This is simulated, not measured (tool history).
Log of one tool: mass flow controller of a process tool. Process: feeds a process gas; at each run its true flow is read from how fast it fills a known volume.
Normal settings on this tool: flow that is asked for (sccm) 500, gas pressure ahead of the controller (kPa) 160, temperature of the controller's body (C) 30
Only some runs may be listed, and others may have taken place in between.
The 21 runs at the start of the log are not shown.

run	hour	flow that is asked for (sccm)	gas pressure ahead of the controller (kPa)	temperature of the controller's body (C)	hours of work since the controller was set to zero	hours of work since the controller was changed	true flow (%)
22	1874.6	500	271	20	3511	3511	98.95
23	1970.1	500	271	20	3573	3573	99.11
24	2088.9	500	160	30	3649	3649	100.80
25	2164.1	500	160	30	3698	3698	100.95
26	2260.6	176	172	30	3760	3760	100.03
27	2387.0	500	149	30	3842	3842	101.06
28	2520.7	500	142	25	3928	3928	100.76
29	2628.2	500	160	27	3998	3998	100.84
30	2692.1	500	160	27	4039	4039	100.94
31	2800.5	666	160	27	4109	4109	101.47
32	2890.9	666	160	27	4168	4168	101.50
33	3024.9	666	160	27	4254	4254	101.51
34	3092.8	666	160	27	4298	4298	101.49
35	3171.7	233	204	24	4349	4349	100.10
# hour 3181.8: gauge calibrated
36	3285.5	233	204	24	4422	4422	98.03

The next listed run, before its measurement:
37	3407.8	233	204	31	4501	4501	?

Run 37 produced true flow (%) 98.69.
With the hidden condition absent and the run-to-run variation left alone, this run would have shown true flow (%) 98.55.
